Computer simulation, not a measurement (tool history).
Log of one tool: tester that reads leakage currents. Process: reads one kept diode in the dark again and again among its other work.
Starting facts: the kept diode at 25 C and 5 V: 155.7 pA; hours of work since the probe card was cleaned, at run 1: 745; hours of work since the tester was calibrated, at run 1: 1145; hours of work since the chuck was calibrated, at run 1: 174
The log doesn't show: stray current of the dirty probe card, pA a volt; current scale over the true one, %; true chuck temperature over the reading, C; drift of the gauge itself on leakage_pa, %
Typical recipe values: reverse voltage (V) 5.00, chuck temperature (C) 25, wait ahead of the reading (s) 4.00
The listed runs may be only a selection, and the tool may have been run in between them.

run     day  reverse voltage (V)  chuck temperature (C)  wait ahead of the reading (s)  hours of work since the probe card was cleaned  hours of work since the tester was calibrated  hours of work since the chuck was calibrated  current that the tester gives (pA)
  1   0.000                 5.00                     25                           4.00                                             745                                           1145                                           174                              166.33
  2   3.383                 5.00                     25                           4.00                                             805                                           1205                                           235                              169.12
  3   7.071                 1.10                     25                           4.00                                             871                                           1271                                           300                               82.92
  4   9.288                 1.10                     25                           4.00                                             910                                           1311                                           340                               83.03
  5  11.496                 1.10                     25                           4.00                                             950                                           1350                                           379                               84.09
  6  13.567                 1.10                     25                           4.00                                             987                                           1387                                           416                               84.61
  7  16.288                 1.10                     25                           4.00                                            1035                                           1435                                           465                               85.10
  8  18.600                16.57                     42                           2.18                                            1076                                           1477                                           506                             1424.11
  9  20.383                 5.00                     30                           1.11                                            1108                                           1508                                           538                              286.33
 10  24.025                 5.00                     21                           2.48                                            1173                                           1573                                           603                              128.62
 11  25.958                 5.00                     21                           2.48                                            1207                                           1608                                           637                              129.37
 12  29.092                 1.53                     31                           2.48                                            1263                                           1664                                           693                              182.63
     31.104  -- chuck's temperature calibrated
 13  32.329                 2.48                     22                           6.09                                            1320                                           1720                                            22                               89.68

Here are 4 independent what-if runs from the current tool condition. What would each one return?
  A  35.729                 3.05                     25                           4.00                                            1380                                           1780                                            82                                   ?
  B  35.729                 9.34                     22                           7.49                                            1380                                           1780                                            82                                   ?
  C  35.729                 2.48                     22                           9.14                                            1380                                           1780                                            82                                   ?
  D  35.729                 5.08                     25                           4.00                                            1380                                           1780                                            82                                   ?

run  current that the tester gives (pA)
  A                              133.17
  B                              178.46
  C                               91.21
  D                              171.12
Without the tool's unlogged condition, the same runs would have read:
run  current that the tester gives (pA)
  A                              124.08
  B                              157.54
  C                               84.30
  D                              157.55
